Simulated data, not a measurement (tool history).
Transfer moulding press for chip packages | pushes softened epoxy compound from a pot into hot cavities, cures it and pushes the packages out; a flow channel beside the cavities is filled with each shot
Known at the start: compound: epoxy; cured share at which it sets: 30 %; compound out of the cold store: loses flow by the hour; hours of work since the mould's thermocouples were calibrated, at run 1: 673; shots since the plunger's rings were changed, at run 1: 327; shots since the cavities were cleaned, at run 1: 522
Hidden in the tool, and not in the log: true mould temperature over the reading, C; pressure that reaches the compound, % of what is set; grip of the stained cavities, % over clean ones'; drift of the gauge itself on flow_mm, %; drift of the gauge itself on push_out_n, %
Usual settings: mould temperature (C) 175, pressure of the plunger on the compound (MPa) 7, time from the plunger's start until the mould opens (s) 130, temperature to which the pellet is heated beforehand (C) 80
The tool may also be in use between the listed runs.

run	hour	mould temperature (C)	pressure of the plunger on the compound (MPa)	time from the plunger's start until the mould opens (s)	temperature to which the pellet is heated beforehand (C)	hours of work since the mould's thermocouples were calibrated	shots since the plunger's rings were changed	shots since the cavities were cleaned	incoming compound's hours out of the cold store	length that the compound runs in the flow channel (mm)	greatest force on the pins that push the packages out (N)
1	0	175	7	130	80	673	327	522	46.9	798	422
2	24.3	175	7	130	80	690	579	774	11.3	998	466
# hour 29.2: cavities cleaned with cleaning compound and waxed
3	65.9	175	7	130	80	717	995	381	24.4	910	381
4	100.4	175	7	149	80	740	1352	738	10.9	993	427
# hour 108: cavities cleaned with cleaning compound and waxed
5	121.1	179	7	149	80	753	1550	135	24	888	281
6	153.3	175	7	130	80	775	1884	469	47.7	765	410
# hour 185.7: cavities cleaned with cleaning compound and waxed
7	191.7	175	7	130	80	800	2266	62	29.7	841	320
# hour 204.8: mould's thermocouples calibrated
8	236.1	175	5.93	130	80	21	2705	501	34.9	743	416
# hour 265.8: cavities cleaned with cleaning compound and waxed
9	268.7	170	5.93	130	80	42	3028	30	29.9	787	396
10	292.9	170	5.93	130	80	59	3278	280	46.7	698	473
11	332.8	170	5.93	130	80	85	3692	694	9.6	902	653
# hour 343.4: cavities cleaned with cleaning compound and waxed
12	374.3	170	5.93	130	80	112	4106	320	45.6	714	488
# hour 384.7: mould's thermocouples calibrated, once more
13	419.4	170	5.93	130	80	23	4553	767	32.5	749	498
# hour 423.4: cavities cleaned with cleaning compound and waxed
14	452.5	175	7	136	80	45	4880	301	47.7	715	335
15	479.1	176	7	152	80	63	5156	577	38.3	753	380
# hour 503.6: cavities cleaned with cleaning compound and waxed
16	517.2	176	7	152	80	87	5535	141	28.7	799	295
# hour 526.6: plunger's sealing rings changed
17	550.6	176	7	152	80	108	249	461	31.6	862	356
18	579.3	176	7	152	80	128	546	758	11.9	987	394
# hour 583.4: cavities cleaned with cleaning compound and waxed
19	603.9	171	7	130	79	143	786	213	16.7	962	397
20	641.5	175	6.49	130	80	169	1175	602	20.5	875	423
# hour 663.5: cavities cleaned with cleaning compound and waxed
21	683.5	175	6.49	130	80	196	1595	208	47.4	738	327
22	716.6	175	5.2	111	80	218	1938	551	35.1	715	476

Forecast run 23:
# hour 740.3: cavities cleaned with cleaning compound and waxed
23	752.6	175	5.95	123	80	242	2295	127	28.3	?	?

{"run 23": {"length that the compound runs in the flow channel (mm)": 791, "greatest force on the pins that push the packages out (N)": 321}}
Without the tool's hidden state the same run would have given length that the compound runs in the flow channel (mm) 830, greatest force on the pins that push the packages out (N) 276.
